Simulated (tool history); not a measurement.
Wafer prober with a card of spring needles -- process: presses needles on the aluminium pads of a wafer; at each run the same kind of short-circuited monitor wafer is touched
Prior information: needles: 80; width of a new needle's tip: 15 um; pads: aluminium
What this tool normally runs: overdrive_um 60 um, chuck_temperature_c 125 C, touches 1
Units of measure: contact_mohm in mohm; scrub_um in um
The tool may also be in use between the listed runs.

| run | hour | overdrive_um | chuck_temperature_c | touches | contact_mohm | scrub_um |
|---|---|---|---|---|---|---|
| 1 | 0 | 60 | 125 | 1 | 213 | 8.309 |
|  | 2.6 | tips cleaned on abrasive film |
|  | 22.1 | tips cleaned on abrasive film |
|  | 39 | tips cleaned on abrasive film |
| 2 | 39 | 75 | 125 | 1 | 195 | 10.343 |
|  | 56.8 | tips cleaned on abrasive film |
|  | 67.2 | height of the first contact set anew |
|  | 75.9 | tips cleaned on abrasive film |
| 3 | 75.9 | 75 | 125 | 1 | 195 | 10.484 |
|  | 96.2 | tips cleaned on abrasive film |
| 4 | 100.3 | 75 | 125 | 1 | 199 | 10.483 |
|  | 114.4 | tips cleaned on abrasive film |
|  | 116.5 | tips cleaned on abrasive film, once more |
| 5 | 126.2 | 60 | 125 | 2 | 206 | 8.373 |
|  | 135.4 | tips cleaned on abrasive film |
|  | 153.3 | tips cleaned on abrasive film |
|  | 172.1 | tips cleaned on abrasive film |
| 6 | 172.8 | 60 | 42 | 1 | 182 | 8.347 |
|  | 191.3 | tips cleaned on abrasive film |
| 7 | 196.1 | 60 | 125 | 1 | 209 | 8.329 |
|  | 210.3 | tips cleaned on abrasive film |
|  | 228.1 | tips cleaned on abrasive film |
| 8 | 233.9 | 60 | 125 | 1 | 209 | 8.311 |
|  | 245.9 | tips cleaned on abrasive film |
|  | 263.8 | tips cleaned on abrasive film |
| 9 | 263.8 | 60 | 125 | 2 | 200 | 8.293 |
|  | 284 | tips cleaned on abrasive film |
|  | 302.8 | tips cleaned on abrasive film |
|  | 303.1 | height of the first contact set anew |
| 10 | 304.6 | 60 | 125 | 1 | 204 | 8.398 |
|  | 320.9 | tips cleaned on abrasive film |
| 11 | 328.5 | 60 | 125 | 1 | 208 | 8.394 |
|  | 339.5 | tips cleaned on abrasive film |
|  | 357.1 | tips cleaned on abrasive film |
| 12 | 367.7 | 60 | 125 | 1 | 212 | 8.376 |
|  | 374.2 | tips cleaned on abrasive film |
|  | 393.2 | tips cleaned on abrasive film |
| 13 | 402.2 | 60 | 125 | 1 | 208 | 8.358 |
|  | 412.3 | tips cleaned on abrasive film |
|  | 429.9 | tips cleaned on abrasive film |
| 14 | 437 | 60 | 125 | 1 | 211 | 8.322 |
|  | 448.6 | tips cleaned on abrasive film |
|  | 468.4 | tips cleaned on abrasive film |
| 15 | 477.2 | 60 | 99 | 1 | 208 | 8.31 |
|  | 488.8 | tips cleaned on abrasive film |
| 16 | 502.8 | 69 | 41 | 2 | 185 | 9.555 |
|  | 507.7 | tips cleaned on abrasive film |
|  | 526.5 | tips cleaned on abrasive film |
| 17 | 534.3 | 70 | 54 | 1 | 191 | 9.695 |
|  | 536.8 | height of the first contact set anew |
|  | 543.6 | tips cleaned on abrasive film |
| 18 | 554.7 | 70 | 54 | 1 | 194 | 9.803 |

Run 19 is up next; what results do you expect?
|  | 563.2 | tips cleaned on abrasive film |
|  | 580.3 | tips cleaned on abrasive film |
|  | 597.7 | tips cleaned on abrasive film |
| 19 | 601.1 | 73 | 28 | 1 | ? | ? |

{"run 19": {"contact_mohm": 180, "scrub_um": 10.184}}
Take away the tool's hidden state, keep the run-to-run variation as it was, and the same run would have given contact_mohm 172 mohm, scrub_um 10.217 um.
